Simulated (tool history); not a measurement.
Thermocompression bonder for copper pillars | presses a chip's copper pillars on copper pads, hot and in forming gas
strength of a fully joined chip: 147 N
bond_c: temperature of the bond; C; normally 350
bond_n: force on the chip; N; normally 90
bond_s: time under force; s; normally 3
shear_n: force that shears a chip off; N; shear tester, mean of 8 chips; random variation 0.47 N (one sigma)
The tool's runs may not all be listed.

run 1 day=0.000 | bond_c=350 bond_n=90 bond_s=3 | shear_n=107.1
run 2 day=0.917 | bond_c=350 bond_n=90 bond_s=3 | shear_n=106.5
run 3 day=1.417 | bond_c=350 bond_n=90 bond_s=3 | shear_n=106.7
run 4 day=2.450 | bond_c=350 bond_n=90 bond_s=3 | shear_n=106.8
run 5 day=3.246 | bond_c=350 bond_n=90 bond_s=3 | shear_n=107.1
run 6 day=4.150 | bond_c=365 bond_n=90 bond_s=3 | shear_n=118.8
run 7 day=5.083 | bond_c=365 bond_n=90 bond_s=3 | shear_n=117.0
run 8 day=6.162 | bond_c=365 bond_n=90 bond_s=3 | shear_n=117.7
run 9 day=6.917 | bond_c=350 bond_n=90 bond_s=3 | shear_n=106.1
run 10 day=7.750 | bond_c=350 bond_n=90 bond_s=3 | shear_n=105.2
run 11 day=8.788 | bond_c=350 bond_n=90 bond_s=3 | shear_n=105.3
run 12 day=9.692 | bond_c=350 bond_n=90 bond_s=3 | shear_n=104.5
run 13 day=10.800 | bond_c=350 bond_n=98 bond_s=3 | shear_n=108.1
run 14 day=11.650 | bond_c=350 bond_n=90 bond_s=3 | shear_n=104.6
run 15 day=12.171 | bond_c=350 bond_n=90 bond_s=3 | shear_n=104.9
run 16 day=12.692 | bond_c=350 bond_n=90 bond_s=3 | shear_n=104.6
-- day=13.175 gauge calibrated
run 17 day=13.742 | bond_c=350 bond_n=90 bond_s=3 | shear_n=107.2
run 18 day=14.771 | bond_c=350 bond_n=90 bond_s=3 | shear_n=106.8
run 19 day=15.329 | bond_c=350 bond_n=90 bond_s=3 | shear_n=106.0
run 20 day=16.062 | bond_c=350 bond_n=90 bond_s=3 | shear_n=106.0
run 21 day=16.971 | bond_c=353 bond_n=122 bond_s=7 | shear_n=134.6
run 22 day=18.008 | bond_c=357 bond_n=122 bond_s=7 | shear_n=134.9
run 23 day=19.046 | bond_c=366 bond_n=101 bond_s=7 | shear_n=134.4
run 24 day=20.092 | bond_c=334 bond_n=101 bond_s=5 | shear_n=108.4
run 25 day=20.750 | bond_c=350 bond_n=87 bond_s=4 | shear_n=111.7
run 26 day=21.496 | bond_c=350 bond_n=130 bond_s=3 | shear_n=117.6

Run 27, settings as shown, results not yet in. Your forecast:
run 27 day=21.946 | bond_c=361 bond_n=124 bond_s=3 | shear_n=?

{"run 27": {"shear_n": 122.8}}
The same run, on a tool lacking any hidden state, would have yielded shear_n 125.2 N.
